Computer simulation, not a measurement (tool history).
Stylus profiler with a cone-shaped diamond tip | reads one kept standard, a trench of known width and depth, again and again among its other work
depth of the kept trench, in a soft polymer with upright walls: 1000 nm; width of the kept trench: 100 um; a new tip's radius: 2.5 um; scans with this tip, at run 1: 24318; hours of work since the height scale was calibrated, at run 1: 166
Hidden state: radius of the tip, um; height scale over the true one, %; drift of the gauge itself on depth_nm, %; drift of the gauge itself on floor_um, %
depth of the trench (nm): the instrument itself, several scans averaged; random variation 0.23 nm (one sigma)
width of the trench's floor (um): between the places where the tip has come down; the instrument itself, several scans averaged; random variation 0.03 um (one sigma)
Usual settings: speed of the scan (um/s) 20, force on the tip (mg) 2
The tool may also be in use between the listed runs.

run,day,speed of the scan (um/s),force on the tip (mg),scans with this tip,hours of work since the height scale was calibrated,depth of the trench (nm),width of the trench's floor (um)
1,0,20,2,24318,166,1008.14,93.21
2,3.129,20,2.86,24833,209,1010.82,93.17
3,6.6,20,3.17,25405,256,1011.71,93.16
4,9.838,20,3.17,25937,300,1011.52,93.1
5,14.275,20,2.96,26668,361,1011.68,93.02
6,18,20,2,27281,411,1009.56,92.91
7,22.567,20,2,28033,473,1009.52,92.92
8,26.688,20,4.2,28711,529,1014.6,92.87
9,30.362,20,4.2,29316,579,1015.19,92.82
10,34.925,20,2,30067,642,1010.21,92.71
11,39.008,20,2,30740,697,1010.34,92.72
12,41.438,20,2,31140,730,1010.41,92.65
13,45.267,20,2,31770,782,1010.1,92.62
14,50.775,20,2,32677,857,1010.64,92.59
15,54.308,20,3.21,33259,905,1014.31,92.5
# day 55.325: height scale calibrated on a step standard
16,59.7,20,5.41,34143,60,1016.28,92.5
17,65.521,20,2,35101,139,1008.52,92.37
18,70.483,20,2,35918,206,1009.1,92.31
19,75.246,20,2,36702,271,1009.49,92.24
20,78.333,20,2,37210,313,1009.17,92.23
21,83.788,20,2,38108,387,1009.7,92.15
22,88.858,20,2,38943,456,1009.72,92.01
# day 91.058: new tip fitted, height scale calibrated
23,91.983,20,2,152,13,1008.34,95.92
24,96.912,5,0.7,963,80,1004.53,95.84
25,101.904,5,0.7,1785,148,1004.47,95.79
26,106.638,43,5.51,2564,212,1016.69,95.54
27,111.962,30,1.45,3441,284,1007.92,95.4
28,115.583,49,1.42,4037,334,1007.5,95.1
29,119.046,20,1.46,4607,381,1008.05,95.35
30,124.412,20,3.19,5490,454,1012.85,95.2
31,127.738,11,3.19,6038,499,1012.96,95.19
32,132.029,40,0.8,6745,558,1006.59,94.75
33,134.412,8,0.99,7137,590,1007.52,95.08
34,137.333,36,0.69,7617,630,1006.15,94.66
35,141.879,10,1.37,8366,692,1009.21,94.91
36,144.617,10,1.37,8817,729,1009.31,94.85
37,149.208,10,1.37,9573,791,1009.02,94.75
38,154.054,10,2.34,10371,857,1011.88,94.69
39,156.533,33,0.75,10779,891,1007.4,94.28
# day 158.462: height scale calibrated on a step standard
40,160.833,61,4.83,11483,32,1014.53,94.34
41,165.85,47,2.4,12309,101,1009.34,94.19
42,170.058,47,2.4,13002,158,1009.28,94.22
43,175.938,18,2.4,13969,238,1009.96,94.26
44,181.342,9,0.76,14859,311,1004.89,94.13
45,187.046,9,2.69,15798,389,1010.83,94.16
46,192.454,54,4.29,16689,463,1014.73,93.85

Forecast each of these 4 alternatives for the next run:
A,197.983,26,1.21,17599,538,?,?
B,197.983,70,3.37,17599,538,?,?
C,197.983,10,4.09,17599,538,?,?
D,197.983,10,1.34,17599,538,?,?

run,depth of the trench (nm),width of the trench's floor (um)
A,1007.52,93.82
B,1013.02,93.65
C,1014.92,93.91
D,1007.64,93.91
Without the tool's hidden state the same runs would have given:
run,depth of the trench (nm),width of the trench's floor (um)
A,1005.82,95.79
B,1011.31,95.62
C,1013.2,95.89
D,1005.94,95.89
